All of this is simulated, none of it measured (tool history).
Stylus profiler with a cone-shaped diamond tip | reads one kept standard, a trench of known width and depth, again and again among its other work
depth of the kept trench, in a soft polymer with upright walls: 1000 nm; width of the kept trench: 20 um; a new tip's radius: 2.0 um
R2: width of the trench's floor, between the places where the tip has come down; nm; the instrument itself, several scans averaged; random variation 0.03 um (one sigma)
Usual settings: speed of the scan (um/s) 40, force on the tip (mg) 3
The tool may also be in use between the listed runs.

run 1 hour=0 | speed_of_the_scan_(um/s)=40 force_on_the_tip_(mg)=3 | depth_of_the_trench_(Å)=10177.9 R2=15500
run 2 hour=10.2 | speed_of_the_scan_(um/s)=40 force_on_the_tip_(mg)=3 | depth_of_the_trench_(Å)=10177.6 R2=15520
run 3 hour=30 | speed_of_the_scan_(um/s)=40 force_on_the_tip_(mg)=3 | depth_of_the_trench_(Å)=10173.5 R2=15510
run 4 hour=41.4 | speed_of_the_scan_(um/s)=40 force_on_the_tip_(mg)=3 | depth_of_the_trench_(Å)=10176.2 R2=15520
run 5 hour=51.6 | speed_of_the_scan_(um/s)=99 force_on_the_tip_(mg)=3 | depth_of_the_trench_(Å)=10177.4 R2=15160
-- hour=53.9 height scale calibrated on a step standard
run 6 hour=63.2 | speed_of_the_scan_(um/s)=99 force_on_the_tip_(mg)=3 | depth_of_the_trench_(Å)=10160.3 R2=15200
run 7 hour=84.6 | speed_of_the_scan_(um/s)=99 force_on_the_tip_(mg)=3 | depth_of_the_trench_(Å)=10161.1 R2=15230
run 8 hour=105.5 | speed_of_the_scan_(um/s)=99 force_on_the_tip_(mg)=3 | depth_of_the_trench_(Å)=10155.8 R2=15130
run 9 hour=116.9 | speed_of_the_scan_(um/s)=152 force_on_the_tip_(mg)=6.7 | depth_of_the_trench_(Å)=10304 R2=15160
-- hour=121.3 height scale calibrated on a step standard, once more
run 10 hour=136.7 | speed_of_the_scan_(um/s)=152 force_on_the_tip_(mg)=6.7 | depth_of_the_trench_(Å)=10336.8 R2=15110
run 11 hour=158.7 | speed_of_the_scan_(um/s)=152 force_on_the_tip_(mg)=6.7 | depth_of_the_trench_(Å)=10339.7 R2=15060
run 12 hour=180.8 | speed_of_the_scan_(um/s)=152 force_on_the_tip_(mg)=7.76 | depth_of_the_trench_(Å)=10371.1 R2=15130
run 13 hour=203.4 | speed_of_the_scan_(um/s)=11 force_on_the_tip_(mg)=5.82 | depth_of_the_trench_(Å)=10309.5 R2=15520
run 14 hour=220 | speed_of_the_scan_(um/s)=52 force_on_the_tip_(mg)=4.48 | depth_of_the_trench_(Å)=10254.2 R2=15330
run 15 hour=242.9 | speed_of_the_scan_(um/s)=40 force_on_the_tip_(mg)=4.48 | depth_of_the_trench_(Å)=10258.8 R2=15380
run 16 hour=257.2 | speed_of_the_scan_(um/s)=76 force_on_the_tip_(mg)=6.16 | depth_of_the_trench_(Å)=10322.4 R2=15280

3 ways to go on from here, each from the tool as it stands after run 16. What would each give?
run A hour=279.9 | speed_of_the_scan_(um/s)=76 force_on_the_tip_(mg)=2.13 | depth_of_the_trench_(Å)=? R2=?
run B hour=279.9 | speed_of_the_scan_(um/s)=10 force_on_the_tip_(mg)=4.09 | depth_of_the_trench_(Å)=? R2=?
run C hour=279.9 | speed_of_the_scan_(um/s)=12 force_on_the_tip_(mg)=6.27 | depth_of_the_trench_(Å)=? R2=?

run=A depth_of_the_trench_(Å)=10155.1 R2=15070
run=B depth_of_the_trench_(Å)=10242.2 R2=15490
run=C depth_of_the_trench_(Å)=10322.7 R2=15480
Without the tool's hidden state the same runs would have given:
run=A depth_of_the_trench_(Å)=10160.4 R2=16080
run=B depth_of_the_trench_(Å)=10247.5 R2=16500
run=C depth_of_the_trench_(Å)=10328.1 R2=16490
